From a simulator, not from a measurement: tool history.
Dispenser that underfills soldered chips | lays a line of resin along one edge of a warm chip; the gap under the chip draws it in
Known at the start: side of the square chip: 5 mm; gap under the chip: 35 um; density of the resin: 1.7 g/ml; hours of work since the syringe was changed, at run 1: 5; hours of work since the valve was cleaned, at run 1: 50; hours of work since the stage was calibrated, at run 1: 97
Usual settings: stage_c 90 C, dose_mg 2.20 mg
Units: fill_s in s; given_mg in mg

| run | day | stage_c | dose_mg | hours of work since the syringe was changed | hours of work since the valve was cleaned | hours of work since the stage was calibrated | fill_s | given_mg |
|---|---|---|---|---|---|---|---|---|
| 1 | 0.000 | 90 | 2.20 | 5 | 50 | 97 | 63.4 | 2.121 |
|  | 0.038 | new syringe of resin |
| 2 | 0.221 | 90 | 2.20 | 4 | 54 | 101 | 58.4 | 2.146 |
|  | 0.333 | new syringe of resin |
| 3 | 0.417 | 90 | 2.20 | 2 | 57 | 105 | 52.1 | 2.119 |
|  | 0.638 | new syringe of resin |
| 4 | 0.725 | 90 | 2.20 | 2 | 63 | 110 | 52.9 | 2.146 |
|  | 0.867 | dispensing valve cleaned and set on the balance |
|  | 0.979 | new syringe of resin |
| 5 | 1.021 | 90 | 2.20 | 1 | 3 | 115 | 48.5 | 2.203 |
| 6 | 1.242 | 90 | 2.68 | 5 | 7 | 119 | 61.1 | 2.662 |
|  | 1.288 | new syringe of resin |
| 7 | 1.446 | 80 | 2.68 | 3 | 11 | 123 | 74.4 | 2.666 |
|  | 1.600 | new syringe of resin |
| 8 | 1.725 | 90 | 2.55 | 2 | 16 | 128 | 53.5 | 2.522 |
|  | 1.912 | new syringe of resin |
| 9 | 2.046 | 77 | 2.55 | 3 | 21 | 134 | 79.6 | 2.513 |
|  | 2.217 | new syringe of resin |
| 10 | 2.217 | 77 | 2.55 | 0 | 25 | 137 | 68.4 | 2.502 |
|  | 2.517 | new syringe of resin |
| 11 | 2.517 | 90 | 2.20 | 0 | 30 | 142 | 48.7 | 2.173 |
| 12 | 2.750 | 90 | 2.20 | 4 | 34 | 147 | 61.5 | 2.158 |
|  | 2.812 | new syringe of resin |
| 13 | 2.988 | 84 | 2.75 | 3 | 39 | 151 | 66.2 | 2.696 |
|  | 3.133 | new syringe of resin |
| 14 | 3.154 | 84 | 2.75 | 0 | 42 | 154 | 55.9 | 2.694 |
|  | 3.433 | new syringe of resin |
| 15 | 3.450 | 83 | 2.41 | 0 | 47 | 159 | 58.4 | 2.340 |
| 16 | 3.625 | 83 | 2.41 | 4 | 50 | 163 | 70.5 | 2.333 |
|  | 3.742 | new syringe of resin |
| 17 | 3.925 | 83 | 2.41 | 4 | 56 | 168 | 72.6 | 2.322 |
|  | 4.067 | new syringe of resin |
| 18 | 4.262 | 81 | 1.94 | 4 | 62 | 174 | 80.0 | 1.871 |
|  | 4.367 | new syringe of resin |
|  | 4.446 | dispensing valve cleaned and set on the balance |
| 19 | 4.596 | 81 | 1.94 | 4 | 3 | 179 | 79.2 | 1.934 |

Forecast run 20:
|  | 4.708 | new syringe of resin |
| 20 | 4.812 | 89 | 2.43 | 2 | 7 | 183 | ? | ? |

{"run 20": {"fill_s": 54.9, "given_mg": 2.437}}
Without the tool's hidden state the same run would have given fill_s 48.3 s, given_mg 2.445 mg.

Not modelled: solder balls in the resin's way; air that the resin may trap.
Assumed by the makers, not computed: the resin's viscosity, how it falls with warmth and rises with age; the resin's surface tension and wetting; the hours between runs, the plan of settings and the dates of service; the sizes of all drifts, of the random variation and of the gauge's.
